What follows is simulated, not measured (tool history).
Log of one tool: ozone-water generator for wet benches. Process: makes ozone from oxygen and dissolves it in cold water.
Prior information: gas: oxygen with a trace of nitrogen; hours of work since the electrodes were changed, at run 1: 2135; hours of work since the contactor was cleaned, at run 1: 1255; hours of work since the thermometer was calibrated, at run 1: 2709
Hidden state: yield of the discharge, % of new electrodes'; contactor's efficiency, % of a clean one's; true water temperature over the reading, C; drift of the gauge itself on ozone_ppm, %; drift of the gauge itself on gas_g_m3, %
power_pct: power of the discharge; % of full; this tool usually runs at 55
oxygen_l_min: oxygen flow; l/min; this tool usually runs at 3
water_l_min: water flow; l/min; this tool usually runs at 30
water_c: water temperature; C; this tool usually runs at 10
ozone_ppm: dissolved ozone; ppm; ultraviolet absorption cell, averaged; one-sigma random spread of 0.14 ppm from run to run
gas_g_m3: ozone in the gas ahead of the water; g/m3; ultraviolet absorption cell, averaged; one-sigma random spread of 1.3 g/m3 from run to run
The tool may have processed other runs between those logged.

run	hour	power_pct	oxygen_l_min	water_l_min	water_c	hours of work since the electrodes were changed	hours of work since the contactor was cleaned	hours of work since the thermometer was calibrated	ozone_ppm	gas_g_m3
1	0	55	3	30	10	2135	1255	2709	15.4	225.1
2	53.2	55	3	30	10	2183	1303	2757	15.2	226.2
3	143.4	55	3	30	10	2265	1384	2838	15.4	225
4	203.8	55	3	30	10	2319	1439	2893	15.4	224.5
5	321.4	66	3	30	10	2426	1545	2999	17.2	250.9
6	403	55	3	30	10	2499	1619	3073	14.9	226.1
7	478.4	55	3	25	10	2567	1687	3141	18.1	223.3
8	595.1	55	3	30	10	2673	1793	3247	15.4	224.7
9	675.1	55	3	30	7	2745	1865	3319	15.2	224
10	754.3	55	3	30	9	2817	1936	3390	15.2	222.1
11	874	55	3	30	9	2925	2045	3498	15	224.8
12	978.4	55	3	30	9	3019	2139	3593	15.2	223.7
13	1092.9	55	3	30	9	3123	2242	3696	15.3	222.5
# hour 1100.6: water thermometer calibrated
14	1181.8	55	3	30	9	3202	2322	73	14.9	222.7
15	1255.9	55	3	30	10	3269	2389	140	15	220.3
16	1326.6	55	3	30	10	3333	2453	204	14.9	222.3
# hour 1436.2: water thermometer calibrated, once more
17	1441	55	2.51	23	10	3436	2556	4	18.7	247.8
18	1518.2	59	3	28	15	3506	2626	74	15.7	228.9
19	1605.4	59	2.22	28	15	3585	2704	153	15.2	277.8
20	1684.2	59	2.22	28	15	3656	2776	224	15.4	274.7
21	1792	59	5.31	28	15	3753	2873	321	16.4	158.7
22	1907.1	55	3	40	16	3857	2977	425	10.6	218.2
23	1993.5	97	2.84	47	17	3935	3055	504	12.1	308
24	2070.9	55	3.27	30	10	4005	3125	573	15	206.1
25	2189.2	55	3.27	30	10	4112	3232	680	14.8	205.6
26	2261	55	3.27	30	10	4177	3297	745	14.9	204.6
27	2379.1	55	2.27	29	13	4284	3403	852	14	258.4
28	2477.4	64	2.36	28	6	4373	3492	941	16.6	273.5
29	2551.9	55	3	29	12	4440	3560	1008	14.9	217.3
30	2666.6	44	3.09	30	10	4543	3663	1112	12.9	187.2
31	2787.9	54	3	30	10	4653	3773	1221	14.1	213
32	2866.7	55	3	30	6	4724	3844	1292	14.8	213.7

Forecast each of these 3 alternatives for the next run:
A	2920.1	55	3.45	30	6	4772	3892	1341	?	?
B	2920.1	77	3	24	6	4772	3892	1341	?	?
C	2920.1	44	3	30	10	4772	3892	1341	?	?

run	ozone_ppm	gas_g_m3
A	15.1	198
B	21.9	256.7
C	12.6	190.8
Stripped of hidden state, with their random variation kept, the same runs would have yielded:
run	ozone_ppm	gas_g_m3
A	16.9	216.5
B	25	286.5
C	14	205.8

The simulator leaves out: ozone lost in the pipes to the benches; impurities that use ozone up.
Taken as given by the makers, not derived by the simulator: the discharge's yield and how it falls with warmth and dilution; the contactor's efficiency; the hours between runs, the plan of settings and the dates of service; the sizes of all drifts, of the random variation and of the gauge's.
